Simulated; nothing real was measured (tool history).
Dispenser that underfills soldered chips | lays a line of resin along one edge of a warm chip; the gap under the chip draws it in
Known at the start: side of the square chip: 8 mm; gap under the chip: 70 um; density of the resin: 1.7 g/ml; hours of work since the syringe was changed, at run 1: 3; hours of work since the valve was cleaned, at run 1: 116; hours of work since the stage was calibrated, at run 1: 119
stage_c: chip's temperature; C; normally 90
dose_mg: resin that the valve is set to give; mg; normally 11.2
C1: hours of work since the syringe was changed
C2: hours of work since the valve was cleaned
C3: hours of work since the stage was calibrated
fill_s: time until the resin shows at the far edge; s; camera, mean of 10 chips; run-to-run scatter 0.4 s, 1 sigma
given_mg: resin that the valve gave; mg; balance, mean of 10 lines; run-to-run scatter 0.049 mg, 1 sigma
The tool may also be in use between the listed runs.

Run 1, hour 0: usual settings; C1 3; C2 116; C3 119. Result: fill_s 28.3 s, given_mg 10.56 mg.
Run 2, hour 2.3: usual settings; C1 4; C2 118; C3 121. Result: fill_s 30.1 s, given_mg 10.44 mg.
Run 3, hour 5.4: usual settings; C1 6; C2 120; C3 123. Result: fill_s 32.4 s, given_mg 10.52 mg.
Run 4, hour 9.8: usual settings; C1 9; C2 123; C3 126. Result: fill_s 34.8 s, given_mg 10.41 mg.
At hour 12.7: new syringe of resin.
Run 5, hour 13.7: usual settings; C1 1; C2 125; C3 128. Result: fill_s 25.9 s, given_mg 10.48 mg.
Run 6, hour 17.6: usual settings; C1 3; C2 128; C3 130. Result: fill_s 28.6 s, given_mg 10.44 mg.
Run 7, hour 21.9: usual settings; C1 6; C2 131; C3 133. Result: fill_s 32.2 s, given_mg 10.46 mg.
Run 8, hour 24.2: usual settings; C1 7; C2 132; C3 135. Result: fill_s 33.8 s, given_mg 10.36 mg.
Run 9, hour 26.2: usual settings but stage_c 91 C, dose_mg 12.7 mg; C1 9; C2 133; C3 136. Result: fill_s 34.3 s, given_mg 11.89 mg.
At hour 29.6: new syringe of resin.
Run 10, hour 29.7: usual settings but stage_c 82 C, dose_mg 9.9 mg; C1 0; C2 135; C3 138. Result: fill_s 33.7 s, given_mg 9.23 mg.
Run 11, hour 32.9: usual settings but stage_c 87 C, dose_mg 14 mg; C1 2; C2 138; C3 140. Result: fill_s 29.2 s, given_mg 13 mg.
At hour 35.5: dispensing valve cleaned and set on the balance.
Run 12, hour 38.1: usual settings but stage_c 98 C, dose_mg 11.7 mg; C1 5; C2 2; C3 143. Result: fill_s 24.2 s, given_mg 11.69 mg.

For run 13, what comes out?
Run 13, hour 42.8: usual settings but stage_c 98 C, dose_mg 11.7 mg; C1 8; C2 5; C3 146. Result: fill_s ?, given_mg ?.

Run 13 came out at fill_s 27.7 s, given_mg 11.58 mg.
Had the tool carried no hidden state, the very same run would have given fill_s 20.9 s, given_mg 11.6 mg.

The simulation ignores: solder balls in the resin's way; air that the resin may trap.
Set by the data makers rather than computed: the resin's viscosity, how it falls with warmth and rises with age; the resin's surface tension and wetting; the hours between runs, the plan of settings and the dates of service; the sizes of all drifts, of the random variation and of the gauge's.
